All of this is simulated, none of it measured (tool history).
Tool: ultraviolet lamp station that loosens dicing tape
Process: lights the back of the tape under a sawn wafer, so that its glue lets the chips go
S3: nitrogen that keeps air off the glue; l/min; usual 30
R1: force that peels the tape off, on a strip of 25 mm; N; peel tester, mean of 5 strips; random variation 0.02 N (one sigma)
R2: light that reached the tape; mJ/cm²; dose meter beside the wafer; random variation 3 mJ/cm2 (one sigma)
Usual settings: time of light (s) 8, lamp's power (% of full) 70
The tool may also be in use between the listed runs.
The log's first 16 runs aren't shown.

run 17 day=16.871 | time_of_light_(s)=8 lamp's_power_(%_of_full)=90 S3=30 | R1=0.537 R2=561
run 18 day=18.258 | time_of_light_(s)=8 lamp's_power_(%_of_full)=90 S3=30 | R1=0.544 R2=558
run 19 day=19.662 | time_of_light_(s)=12 lamp's_power_(%_of_full)=97 S3=11 | R1=0.323 R2=904
run 20 day=21.188 | time_of_light_(s)=12 lamp's_power_(%_of_full)=97 S3=11 | R1=0.331 R2=896
run 21 day=22.754 | time_of_light_(s)=8 lamp's_power_(%_of_full)=70 S3=42 | R1=0.840 R2=435
run 22 day=23.758 | time_of_light_(s)=15 lamp's_power_(%_of_full)=70 S3=30 | R1=0.222 R2=814
run 23 day=25.121 | time_of_light_(s)=7 lamp's_power_(%_of_full)=70 S3=12 | R1=2.057 R2=372
run 24 day=26.504 | time_of_light_(s)=7 lamp's_power_(%_of_full)=70 S3=12 | R1=1.985 R2=379
run 25 day=27.717 | time_of_light_(s)=7 lamp's_power_(%_of_full)=73 S3=11 | R1=2.028 R2=396
run 26 day=28.388 | time_of_light_(s)=13 lamp's_power_(%_of_full)=70 S3=24 | R1=0.349 R2=704
run 27 day=29.712 | time_of_light_(s)=13 lamp's_power_(%_of_full)=70 S3=24 | R1=0.340 R2=704
run 28 day=30.679 | time_of_light_(s)=5 lamp's_power_(%_of_full)=69 S3=24 | R1=2.543 R2=273
run 29 day=31.725 | time_of_light_(s)=5 lamp's_power_(%_of_full)=69 S3=24 | R1=2.563 R2=268
run 30 day=32.938 | time_of_light_(s)=7 lamp's_power_(%_of_full)=70 S3=14 | R1=1.842 R2=382
run 31 day=34.292 | time_of_light_(s)=9 lamp's_power_(%_of_full)=70 S3=30 | R1=0.757 R2=488
run 32 day=34.971 | time_of_light_(s)=9 lamp's_power_(%_of_full)=77 S3=30 | R1=0.574 R2=539
run 33 day=36.388 | time_of_light_(s)=8 lamp's_power_(%_of_full)=62 S3=30 | R1=1.282 R2=387
run 34 day=37.196 | time_of_light_(s)=8 lamp's_power_(%_of_full)=62 S3=30 | R1=1.235 R2=385
run 35 day=37.929 | time_of_light_(s)=8 lamp's_power_(%_of_full)=62 S3=30 | R1=1.290 R2=386

3 ways to go on from here, each from the tool as it stands after run 35. What would each give?
run A day=39.308 | time_of_light_(s)=11 lamp's_power_(%_of_full)=64 S3=30 | R1=? R2=?
run B day=39.308 | time_of_light_(s)=8 lamp's_power_(%_of_full)=62 S3=13 | R1=? R2=?
run C day=39.308 | time_of_light_(s)=5 lamp's_power_(%_of_full)=77 S3=44 | R1=? R2=?

run=A R1=0.564 R2=541
run=B R1=1.909 R2=383
run=C R1=1.802 R2=297
Without the tool's hidden state the same runs would have given:
run=A R1=0.560 R2=543
run=B R1=1.900 R2=384
run=C R1=1.793 R2=298
